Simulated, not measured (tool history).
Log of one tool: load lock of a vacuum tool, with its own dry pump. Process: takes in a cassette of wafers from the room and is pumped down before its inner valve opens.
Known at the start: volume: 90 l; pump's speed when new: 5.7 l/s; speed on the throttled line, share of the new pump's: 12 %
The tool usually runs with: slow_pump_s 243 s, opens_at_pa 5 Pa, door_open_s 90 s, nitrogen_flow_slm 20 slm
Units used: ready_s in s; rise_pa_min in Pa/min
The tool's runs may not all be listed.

run    hour  slow_pump_s  opens_at_pa  door_open_s  nitrogen_flow_slm  incoming humidity of the room's air, %  ready_s  rise_pa_min
  1       0          243            5           90                 20                                    45.1    374.3        0.033
  2   174.4          243            5           90                 20                                    42.1      372        0.037
  3   391.5          243            5           90                 20                                      43    372.9        0.034
  4   568.1          243            5           90                 20                                    44.6    374.7        0.036
  5   696.9          243            5           90                 20                                    43.6    373.1        0.032
  6   811.2          243            5           90                 20                                    44.4    374.4        0.038
  7   938.3          243            5           90                 20                                      43    372.3        0.035
  8  1149.8          243            5           90                 20                                    44.2    373.6        0.033
  9  1350.3          243            5           90                 20                                    43.3    372.2         0.03
 10  1494.6          243            5           90                 20                                    44.9    375.5        0.037
 11  1621.5          243            5           90                 20                                    45.5    376.1        0.037
 12  1806.7          243            5           90                 20                                    45.9    374.8        0.037
 13  1934.7          243            5           90                 20                                    42.9    372.7        0.036
 14  2099.3          243            5           90                 20                                    47.4    374.8        0.037
 15    2213          243            5           74                 20                                    46.9    369.3        0.031
 16  2381.7          243            5           90                 20                                    45.3    378.2        0.036
 17  2566.5          243            5           90                 20                                    41.4      373        0.031
 18  2753.8          243            5           90                 20                                    43.8    376.1        0.033
 19  2961.5          202            5           90                 20                                    45.2    339.5        0.037
 20  3087.9          154            5           90                 20                                    46.2    296.1         0.04
 21  3217.2          221            6           60                 20                                    45.5    352.6        0.024
 22  3335.3          243            5           43                  5                                    44.3    375.3        0.033
 23  3523.7          323            6           90                 20                                    43.6    438.3        0.035
 24  3676.2          124            8           27                 20                                    45.2    259.9        0.017
 25  3869.7          124            8           27                 20                                    45.2      263        0.019
       3958  -- dry pump taken out, an overhauled one fitted
 26  3999.1          124            6           26                 20                                    45.8    265.3        0.014

The next listed run, before its measurement:
 27  4166.3          243            5          238                  4                                    47.3        ?            ?

ready_s: 374.8 s
rise_pa_min: 0.104 Pa/min
With the hidden condition absent and the run-to-run variation left alone, this run would have shown ready_s 374.8 s, rise_pa_min 0.103 Pa/min.
